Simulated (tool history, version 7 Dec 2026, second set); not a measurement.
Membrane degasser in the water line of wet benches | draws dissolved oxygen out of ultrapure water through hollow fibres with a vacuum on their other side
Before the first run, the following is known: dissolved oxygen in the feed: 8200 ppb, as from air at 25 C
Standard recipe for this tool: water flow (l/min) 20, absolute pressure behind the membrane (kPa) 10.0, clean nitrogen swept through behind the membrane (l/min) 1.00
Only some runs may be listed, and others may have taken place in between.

run	hour	water flow (l/min)	absolute pressure behind the membrane (kPa)	clean nitrogen swept through behind the membrane (l/min)	dissolved oxygen in the water behind the degasser (ppb)	pressure that the water loses in the fibres (kPa)
1	0.0	20	10.0	1.00	353.8	30.80
2	237.4	20	10.0	1.00	347.4	30.85
3	426.5	20	10.0	1.00	349.8	30.88
4	627.2	20	10.0	1.00	350.4	30.78
# hour 794.6: vacuum gauge calibrated
5	803.7	20	10.0	1.00	355.1	30.97
6	993.6	20	10.0	1.00	344.5	31.26
# hour 1127.9: seals of the vacuum lines changed
7	1192.2	20	10.0	1.00	348.8	30.94
8	1437.5	20	10.0	1.00	348.5	31.44
9	1699.9	20	10.0	1.00	351.1	31.48
10	1863.1	20	10.0	1.00	349.5	30.97
11	2112.8	20	10.0	1.00	342.6	31.60
12	2354.2	20	10.0	1.00	353.1	31.22
13	2604.5	20	10.0	1.00	345.4	31.56
14	2771.1	20	10.0	1.00	345.3	31.78
15	2947.7	20	10.0	1.19	310.7	31.25
16	3094.2	20	10.0	1.00	345.2	31.45
17	3231.9	20	10.0	1.00	348.9	31.53
18	3452.3	20	10.0	1.00	346.1	32.05
19	3649.7	21	12.0	1.68	310.1	33.37
20	3773.5	17	7.2	0.63	265.3	27.03
# hour 3979.4: gauge calibrated
21	3979.4	17	6.2	0.63	209.5	26.01
22	4182.2	26	10.0	1.81	322.3	40.05
23	4345.8	15	13.2	2.24	187.9	23.08
24	4481.2	16	10.6	1.87	184.6	24.77
25	4699.8	25	15.2	0.71	877.0	38.88
# hour 4734.2: vacuum gauge calibrated
26	4817.7	25	15.2	0.71	886.5	38.98
27	5074.9	20	10.0	0.57	515.5	31.13
28	5208.8	20	10.0	0.57	519.5	31.55
29	5420.6	21	22.7	1.29	723.3	32.72
30	5613.3	20	18.2	1.28	563.4	31.55
31	5745.4	16	14.6	1.00	434.6	24.94
32	5951.7	16	14.6	1.00	427.0	25.31
33	6095.9	25	9.7	0.45	711.1	38.83

What if the next run were any one of these 3? Each begins from the tool's condition after run 33:
A	6247.5	31	19.5	0.45	?	?
B	6247.5	20	10.0	1.98	?	?
C	6247.5	13	10.0	1.00	?	?

run	dissolved oxygen in the water behind the degasser (ppb)	pressure that the water loses in the fibres (kPa)
A	1784.6	48.43
B	216.3	31.47
C	220.2	20.20
The same runs, with their run-to-run variation unchanged, on a tool lacking any hidden condition would have given:
run	dissolved oxygen in the water behind the degasser (ppb)	pressure that the water loses in the fibres (kPa)
A	1784.2	47.57
B	216.0	30.92
C	220.1	19.84
